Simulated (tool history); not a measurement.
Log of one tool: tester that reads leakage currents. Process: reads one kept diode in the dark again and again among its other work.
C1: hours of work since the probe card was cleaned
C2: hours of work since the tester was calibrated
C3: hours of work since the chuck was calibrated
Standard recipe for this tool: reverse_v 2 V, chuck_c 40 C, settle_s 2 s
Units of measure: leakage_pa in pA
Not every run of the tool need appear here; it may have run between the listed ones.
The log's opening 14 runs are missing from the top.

{"run": 15, "hour": 314.1, "reverse_v": 2, "chuck_c": 40, "settle_s": 2, "C1": 425, "C2": 969, "C3": 761, "leakage_pa": 142.85}
{"run": 16, "hour": 334.2, "reverse_v": 2, "chuck_c": 40, "settle_s": 2, "C1": 440, "C2": 984, "C3": 775, "leakage_pa": 143.15}
{"run": 17, "hour": 358.1, "reverse_v": 2, "chuck_c": 40, "settle_s": 2, "C1": 456, "C2": 1000, "C3": 792, "leakage_pa": 142.89}
{"run": 18, "hour": 375.0, "reverse_v": 2, "chuck_c": 40, "settle_s": 4.72, "C1": 468, "C2": 1012, "C3": 804, "leakage_pa": 142.7}
{"run": 19, "hour": 401.4, "reverse_v": 2, "chuck_c": 47, "settle_s": 4.72, "C1": 487, "C2": 1031, "C3": 822, "leakage_pa": 243.37}
{"run": 20, "hour": 419.9, "reverse_v": 2, "chuck_c": 40, "settle_s": 1.38, "C1": 500, "C2": 1044, "C3": 835, "leakage_pa": 143.31}
{"run": 21, "hour": 442.1, "reverse_v": 1.73, "chuck_c": 40, "settle_s": 1.28, "C1": 516, "C2": 1059, "C3": 851, "leakage_pa": 136.19}
{"run": 22, "hour": 471.2, "reverse_v": 2.23, "chuck_c": 38, "settle_s": 1.28, "C1": 536, "C2": 1080, "C3": 871, "leakage_pa": 126.39}
{"run": 23, "hour": 487.6, "reverse_v": 5.23, "chuck_c": 45, "settle_s": 0.41, "C1": 548, "C2": 1091, "C3": 883, "leakage_pa": 292.51}
{"run": 24, "hour": 509.8, "reverse_v": 5.23, "chuck_c": 45, "settle_s": 0.41, "C1": 563, "C2": 1107, "C3": 899, "leakage_pa": 291.48}
{"run": 25, "hour": 534.3, "reverse_v": 3.24, "chuck_c": 23, "settle_s": 0.53, "C1": 580, "C2": 1124, "C3": 916, "leakage_pa": 42.15}
{"run": 26, "hour": 550.8, "reverse_v": 2, "chuck_c": 25, "settle_s": 3.82, "C1": 592, "C2": 1136, "C3": 927, "leakage_pa": 41.49}
{"run": 27, "hour": 565.1, "reverse_v": 2, "chuck_c": 25, "settle_s": 3.82, "C1": 602, "C2": 1146, "C3": 937, "leakage_pa": 41.2}
{"run": 28, "hour": 584.6, "reverse_v": 14.78, "chuck_c": 27, "settle_s": 2, "C1": 616, "C2": 1160, "C3": 951, "leakage_pa": 96.54}
{"run": 29, "hour": 607.4, "reverse_v": 14.78, "chuck_c": 27, "settle_s": 2, "C1": 632, "C2": 1176, "C3": 967, "leakage_pa": 96.93}
{"run": 30, "hour": 637.2, "reverse_v": 14.78, "chuck_c": 27, "settle_s": 2, "C1": 653, "C2": 1197, "C3": 988, "leakage_pa": 96.31}
{"run": 31, "hour": 654.3, "reverse_v": 14.78, "chuck_c": 27, "settle_s": 2, "C1": 665, "C2": 1209, "C3": 1000, "leakage_pa": 96.61}
{"run": 32, "hour": 678.9, "reverse_v": 14.78, "chuck_c": 27, "settle_s": 2, "C1": 682, "C2": 1226, "C3": 1018, "leakage_pa": 96.58}
{"run": 33, "hour": 707.2, "reverse_v": 14.78, "chuck_c": 27, "settle_s": 2, "C1": 702, "C2": 1246, "C3": 1037, "leakage_pa": 97.05}
{"run": 34, "hour": 737.9, "reverse_v": 14.78, "chuck_c": 27, "settle_s": 2, "C1": 724, "C2": 1268, "C3": 1059, "leakage_pa": 97.22}
{"run": 35, "hour": 759.8, "reverse_v": 14.78, "chuck_c": 27, "settle_s": 2, "C1": 739, "C2": 1283, "C3": 1074, "leakage_pa": 96.84}
{"run": 36, "hour": 775.0, "reverse_v": 1.07, "chuck_c": 40, "settle_s": 2, "C1": 750, "C2": 1294, "C3": 1085, "leakage_pa": 116.29}
{"run": 37, "hour": 797.1, "reverse_v": 6.58, "chuck_c": 27, "settle_s": 2.52, "C1": 765, "C2": 1309, "C3": 1101, "leakage_pa": 73.16}
{"run": 38, "hour": 823.2, "reverse_v": 2, "chuck_c": 24, "settle_s": 0.33, "C1": 784, "C2": 1328, "C3": 1119, "leakage_pa": 39.5}
{"run": 39, "hour": 851.4, "reverse_v": 2, "chuck_c": 24, "settle_s": 0.33, "C1": 804, "C2": 1348, "C3": 1139, "leakage_pa": 39.4}

Consider 4 possible next runs. They are alternatives, not a sequence: every one starts from the tool as it was left by run 39. What does each give?
{"run": "A", "hour": 876.2, "reverse_v": 3.69, "chuck_c": 44, "settle_s": 3.01, "C1": 821, "C2": 1365, "C3": 1156, "leakage_pa": "?"}
{"run": "B", "hour": 876.2, "reverse_v": 2.05, "chuck_c": 24, "settle_s": 1.48, "C1": 821, "C2": 1365, "C3": 1156, "leakage_pa": "?"}
{"run": "C", "hour": 876.2, "reverse_v": 3.81, "chuck_c": 43, "settle_s": 2.04, "C1": 821, "C2": 1365, "C3": 1156, "leakage_pa": "?"}
{"run": "D", "hour": 876.2, "reverse_v": 2, "chuck_c": 24, "settle_s": 0.44, "C1": 821, "C2": 1365, "C3": 1156, "leakage_pa": "?"}

run=A leakage_pa=238.01
run=B leakage_pa=38.36
run=C leakage_pa=224.23
run=D leakage_pa=38.94
Without the tool's unlogged condition, the same runs would have read:
run=A leakage_pa=238.02
run=B leakage_pa=38.35
run=C leakage_pa=224.23
run=D leakage_pa=38.93
